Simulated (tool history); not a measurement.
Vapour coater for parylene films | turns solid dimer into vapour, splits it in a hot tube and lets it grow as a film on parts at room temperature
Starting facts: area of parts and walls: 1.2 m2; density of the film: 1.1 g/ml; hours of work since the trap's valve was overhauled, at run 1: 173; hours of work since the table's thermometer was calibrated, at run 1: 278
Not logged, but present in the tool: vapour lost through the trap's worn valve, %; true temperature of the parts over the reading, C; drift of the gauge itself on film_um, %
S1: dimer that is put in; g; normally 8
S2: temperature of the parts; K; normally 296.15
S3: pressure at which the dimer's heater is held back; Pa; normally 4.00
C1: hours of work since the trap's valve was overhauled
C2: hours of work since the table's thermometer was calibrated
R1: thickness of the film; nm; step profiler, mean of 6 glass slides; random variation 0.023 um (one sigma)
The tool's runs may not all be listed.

Run 1, hour 0.0: usual settings; C1 173; C2 278. Result: R1 3440 nm.
Run 2, hour 10.4: usual settings; C1 182; C2 287. Result: R1 3420 nm.
Run 3, hour 24.2: usual settings; C1 194; C2 300. Result: R1 3420 nm.
Run 4, hour 30.8: usual settings; C1 200; C2 305. Result: R1 3420 nm.
Run 5, hour 44.6: usual settings; C1 213; C2 318. Result: R1 3410 nm.
At hour 46.3: table's thermometer calibrated.
Run 6, hour 52.5: usual settings but S1 7 g; C1 219; C2 6. Result: R1 2970 nm.
Run 7, hour 67.5: usual settings but S1 7 g; C1 232; C2 19. Result: R1 2970 nm.
Run 8, hour 82.3: usual settings but S2 290.15 K, S3 3.57 Pa; C1 245; C2 32. Result: R1 3990 nm.
Run 9, hour 89.6: usual settings but S1 12 g, S3 2.39 Pa; C1 252; C2 39. Result: R1 5290 nm.
Run 10, hour 100.5: usual settings but S1 12 g, S2 295.15 K, S3 5.90 Pa; C1 262; C2 48. Result: R1 5150 nm.
Run 11, hour 111.4: usual settings but S1 3 g, S3 3.30 Pa; C1 271; C2 58. Result: R1 1280 nm.
Run 12, hour 119.7: usual settings but S1 12 g, S2 293.15 K, S3 2.74 Pa; C1 279; C2 65. Result: R1 5680 nm.
Run 13, hour 134.9: usual settings but S3 7.96 Pa; C1 292; C2 79. Result: R1 3260 nm.

Predict each of these 5 candidate next runs independently; none follows another, all start after run 13:
At hour 137.3: table's thermometer calibrated, once more.
Run A, hour 148.8: usual settings but S1 6 g, S3 2.48 Pa; C1 304; C2 10. Result: R1 ?.
At hour 137.3: table's thermometer calibrated, once more.
Run B, hour 148.8: usual settings but S2 297.15 K, S3 7.96 Pa; C1 304; C2 10. Result: R1 ?.
At hour 137.3: table's thermometer calibrated, once more.
Run C, hour 148.8: usual settings but S1 10 g, S3 4.28 Pa; C1 304; C2 10. Result: R1 ?.
At hour 137.3: table's thermometer calibrated, once more.
Run D, hour 148.8: usual settings but S2 290.15 K, S3 7.96 Pa; C1 304; C2 10. Result: R1 ?.
At hour 137.3: table's thermometer calibrated, once more.
Run E, hour 148.8: usual settings but S3 2.28 Pa; C1 304; C2 10. Result: R1 ?.

run    R1
  A  2630
  B  3160
  C  4240
  D  3750
  E  3540
With the hidden condition removed and each run's random variation left untouched, the same runs would have given:
run    R1
  A  2710
  B  3270
  C  4380
  D  3870
  E  3650

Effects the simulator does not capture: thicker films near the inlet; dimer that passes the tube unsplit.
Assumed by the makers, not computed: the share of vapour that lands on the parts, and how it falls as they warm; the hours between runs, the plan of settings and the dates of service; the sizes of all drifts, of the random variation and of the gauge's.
